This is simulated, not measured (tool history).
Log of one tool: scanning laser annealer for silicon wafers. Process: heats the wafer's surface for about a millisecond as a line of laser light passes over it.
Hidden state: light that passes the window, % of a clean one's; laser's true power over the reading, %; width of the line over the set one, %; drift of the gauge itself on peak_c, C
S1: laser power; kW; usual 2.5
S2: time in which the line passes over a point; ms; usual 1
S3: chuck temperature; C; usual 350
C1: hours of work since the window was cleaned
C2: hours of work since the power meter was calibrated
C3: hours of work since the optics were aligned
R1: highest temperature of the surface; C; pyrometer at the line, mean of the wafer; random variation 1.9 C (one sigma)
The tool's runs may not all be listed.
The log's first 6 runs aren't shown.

| run | hour | S1 | S2 | S3 | C1 | C2 | C3 | R1 |
|---|---|---|---|---|---|---|---|---|
|  | 270.5 | window over the wafer cleaned |
| 7 | 322.2 | 2.5 | 1 | 323 | 21 | 503 | 784 | 974 |
| 8 | 380.7 | 2.5 | 1 | 350 | 44 | 527 | 808 | 996 |
| 9 | 411 | 2.5 | 1 | 350 | 57 | 539 | 820 | 996 |
| 10 | 452 | 2.5 | 1 | 350 | 73 | 555 | 836 | 994 |
| 11 | 478.7 | 2.5 | 1 | 350 | 84 | 566 | 847 | 992 |
| 12 | 530.8 | 2.5 | 1 | 350 | 105 | 587 | 868 | 986 |
| 13 | 573.4 | 2.5 | 1 | 350 | 122 | 604 | 885 | 985 |
| 14 | 603.1 | 2.5 | 1 | 350 | 134 | 616 | 897 | 983 |
|  | 651.6 | window over the wafer cleaned, once more |
| 15 | 656.7 | 2.5 | 1 | 350 | 2 | 637 | 918 | 1067 |
| 16 | 684.4 | 2.5 | 1 | 350 | 13 | 648 | 929 | 1070 |
| 17 | 713.2 | 2.5 | 0.8 | 329 | 25 | 660 | 941 | 964 |
| 18 | 746.2 | 2.5 | 0.8 | 329 | 38 | 673 | 954 | 959 |
| 19 | 779 | 2.5 | 0.8 | 329 | 51 | 686 | 967 | 960 |
| 20 | 834.3 | 2.532 | 0.7 | 364 | 74 | 709 | 990 | 956 |
| 21 | 868 | 2.532 | 0.7 | 364 | 87 | 722 | 1003 | 955 |
| 22 | 906.1 | 2.532 | 0.7 | 364 | 103 | 738 | 1019 | 952 |
| 23 | 942 | 2.299 | 1.22 | 338 | 117 | 752 | 1033 | 1041 |
| 24 | 1001.8 | 2.299 | 1.22 | 338 | 141 | 776 | 1057 | 1033 |
| 25 | 1040.2 | 2.662 | 0.87 | 387 | 157 | 792 | 1073 | 1088 |
| 26 | 1084.4 | 2.662 | 0.87 | 387 | 175 | 810 | 1091 | 1084 |
| 27 | 1144.2 | 2.456 | 1.1 | 326 | 199 | 834 | 1115 | 1035 |
| 28 | 1176.9 | 2.404 | 0.98 | 357 | 212 | 847 | 1128 | 1006 |
| 29 | 1217 | 2.404 | 0.98 | 357 | 228 | 863 | 1144 | 999 |
| 30 | 1259.2 | 2.35 | 1.05 | 357 | 245 | 880 | 1161 | 1003 |
| 31 | 1296.8 | 2.35 | 1.05 | 357 | 260 | 895 | 1176 | 1003 |

3 ways to go on from here, each from the tool as it stands after run 31. What would each give?
| A | 1330.9 | 2.7 | 1.01 | 349 | 274 | 909 | 1190 | ? |
| B | 1330.9 | 2.5 | 0.96 | 356 | 274 | 909 | 1190 | ? |
| C | 1330.9 | 2.408 | 1 | 350 | 274 | 909 | 1190 | ? |

| run | R1 |
|---|---|
| A | 1106 |
| B | 1022 |
| C | 995 |
Without the tool's hidden state the same runs would have given:
| run | R1 |
|---|---|
| A | 1165 |
| B | 1074 |
| C | 1046 |
